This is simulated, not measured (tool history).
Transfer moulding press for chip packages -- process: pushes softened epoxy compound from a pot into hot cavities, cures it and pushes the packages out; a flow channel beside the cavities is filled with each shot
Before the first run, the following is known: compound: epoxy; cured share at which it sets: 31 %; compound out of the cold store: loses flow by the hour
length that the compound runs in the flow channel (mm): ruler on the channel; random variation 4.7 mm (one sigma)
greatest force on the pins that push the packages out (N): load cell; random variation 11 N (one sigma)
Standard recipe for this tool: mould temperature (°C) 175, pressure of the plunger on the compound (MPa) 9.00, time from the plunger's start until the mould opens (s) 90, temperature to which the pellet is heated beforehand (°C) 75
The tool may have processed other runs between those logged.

| run | hour | mould temperature (°C) | pressure of the plunger on the compound (MPa) | time from the plunger's start until the mould opens (s) | temperature to which the pellet is heated beforehand (°C) | incoming compound's hours out of the cold store | length that the compound runs in the flow channel (mm) | greatest force on the pins that push the packages out (N) |
|---|---|---|---|---|---|---|---|---|
| 1 | 0.0 | 175 | 9.00 | 90 | 75 | 32.0 | 898 | 602 |
| 2 | 18.5 | 179 | 9.00 | 90 | 75 | 23.0 | 907 | 615 |
| 3 | 35.9 | 179 | 9.00 | 90 | 75 | 36.5 | 863 | 678 |
|  | 44.5 | cavities cleaned with cleaning compound and waxed |
| 4 | 51.5 | 179 | 9.00 | 90 | 75 | 41.2 | 852 | 496 |
| 5 | 63.5 | 174 | 9.00 | 90 | 75 | 33.8 | 888 | 647 |
| 6 | 72.5 | 175 | 9.00 | 90 | 75 | 37.5 | 882 | 711 |
| 7 | 87.0 | 173 | 9.00 | 90 | 75 | 33.4 | 893 | 833 |
|  | 99.6 | cavities cleaned with cleaning compound and waxed |
| 8 | 107.5 | 173 | 9.00 | 90 | 75 | 24.1 | 919 | 647 |
| 9 | 120.1 | 175 | 9.57 | 90 | 77 | 25.6 | 933 | 650 |
| 10 | 137.6 | 175 | 7.84 | 88 | 77 | 47.6 | 790 | 735 |
|  | 154.3 | cavities cleaned with cleaning compound and waxed |
| 11 | 159.9 | 182 | 9.00 | 76 | 70 | 34.2 | 852 | 532 |
| 12 | 170.4 | 182 | 9.00 | 76 | 70 | 46.2 | 825 | 579 |

Expected results for the next run?
| 13 | 180.7 | 182 | 9.00 | 76 | 70 | 9.1 | ? | ? |

Run 13 came out at length that the compound runs in the flow channel (mm) 919, greatest force on the pins that push the packages out (N) 684.
With the hidden condition absent and the run-to-run variation left alone, this run would have shown length that the compound runs in the flow channel (mm) 943, greatest force on the pins that push the packages out (N) 493.

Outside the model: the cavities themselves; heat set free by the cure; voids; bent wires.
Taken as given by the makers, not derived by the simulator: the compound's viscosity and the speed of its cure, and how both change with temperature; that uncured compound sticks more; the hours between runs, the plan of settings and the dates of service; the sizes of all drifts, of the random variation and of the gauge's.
